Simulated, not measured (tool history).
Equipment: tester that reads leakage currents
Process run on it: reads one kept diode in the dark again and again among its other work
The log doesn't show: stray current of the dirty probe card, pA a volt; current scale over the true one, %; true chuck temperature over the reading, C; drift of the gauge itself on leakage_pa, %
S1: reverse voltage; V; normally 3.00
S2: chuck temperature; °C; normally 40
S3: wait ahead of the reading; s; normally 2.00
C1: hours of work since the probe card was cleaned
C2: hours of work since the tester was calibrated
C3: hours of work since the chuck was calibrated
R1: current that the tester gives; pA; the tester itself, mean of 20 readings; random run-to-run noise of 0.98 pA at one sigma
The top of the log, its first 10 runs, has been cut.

Run 11, hour 206.0: usual settings; C1 234; C2 893; C3 304. Result: R1 326.81 pA.
Run 12, hour 230.8: usual settings; C1 254; C2 912; C3 323. Result: R1 328.27 pA.
Run 13, hour 249.6: usual settings but S2 28 °C; C1 269; C2 927; C3 338. Result: R1 123.81 pA.
Run 14, hour 268.0: usual settings but S1 3.49 V; C1 284; C2 942; C3 353. Result: R1 356.22 pA.
Run 15, hour 294.7: usual settings but S1 3.49 V, S3 4.24 s; C1 305; C2 963; C3 374. Result: R1 354.73 pA.
Run 16, hour 318.9: usual settings but S1 3.49 V, S3 4.24 s; C1 324; C2 982; C3 393. Result: R1 354.70 pA.
Run 17, hour 343.1: usual settings but S2 39 °C, S3 0.89 s; C1 343; C2 1001; C3 412. Result: R1 304.62 pA.
Run 18, hour 373.9: usual settings but S2 32 °C, S3 0.89 s; C1 367; C2 1026; C3 437. Result: R1 172.55 pA.
Run 19, hour 398.5: usual settings but S3 0.52 s; C1 387; C2 1045; C3 456. Result: R1 328.10 pA.
Run 20, hour 424.9: usual settings but S1 1.85 V, S2 33 °C, S3 0.61 s; C1 408; C2 1066; C3 477. Result: R1 147.22 pA.
Run 21, hour 442.4: usual settings but S1 1.85 V, S2 33 °C, S3 0.61 s; C1 421; C2 1080; C3 491. Result: R1 147.36 pA.
Run 22, hour 457.5: usual settings but S1 2.26 V, S2 46 °C, S3 0.75 s; C1 433; C2 1092; C3 503. Result: R1 449.34 pA.
Run 23, hour 476.4: usual settings but S1 4.64 V, S2 31 °C, S3 9.67 s; C1 448; C2 1107; C3 518. Result: R1 198.27 pA.
Run 24, hour 499.6: usual settings but S1 2.48 V, S3 6.84 s; C1 467; C2 1125; C3 536. Result: R1 298.61 pA.
Run 25, hour 528.3: usual settings but S1 2.48 V, S3 6.84 s; C1 489; C2 1148; C3 559. Result: R1 297.27 pA.
Run 26, hour 541.9: usual settings but S2 47 °C; C1 500; C2 1158; C3 569. Result: R1 557.46 pA.
Run 27, hour 555.5: usual settings but S2 47 °C; C1 511; C2 1169; C3 580. Result: R1 556.53 pA.
Run 28, hour 578.0: usual settings but S1 3.64 V, S2 24 °C; C1 529; C2 1187; C3 598. Result: R1 96.96 pA.
Run 29, hour 609.4: usual settings but S2 41 °C, S3 7.65 s; C1 553; C2 1212; C3 623. Result: R1 353.84 pA.
Run 30, hour 634.8: usual settings but S1 15.30 V, S2 30 °C, S3 0.47 s; C1 574; C2 1232; C3 643. Result: R1 339.30 pA.
Run 31, hour 660.8: usual settings but S1 15.30 V, S2 54 °C, S3 0.31 s; C1 594; C2 1252; C3 663. Result: R1 2144.13 pA.

3 options for the next run, each taken on its own from the tool as it stands now. Forecast them:
Run A, hour 681.9: usual settings but S1 3.09 V, S2 25 °C, S3 0.31 s; C1 611; C2 1269; C3 680. Result: R1 ?.
Run B, hour 681.9: usual settings but S1 4.26 V, S2 39 °C, S3 0.60 s; C1 611; C2 1269; C3 680. Result: R1 ?.
Run C, hour 681.9: usual settings but S1 7.23 V; C1 611; C2 1269; C3 680. Result: R1 ?.

run      R1
  A   98.84
  B  363.83
  C  515.89
The same runs, with their run-to-run variation unchanged, on a tool lacking any hidden condition would have given:
run      R1
  A   98.71
  B  363.42
  C  515.31
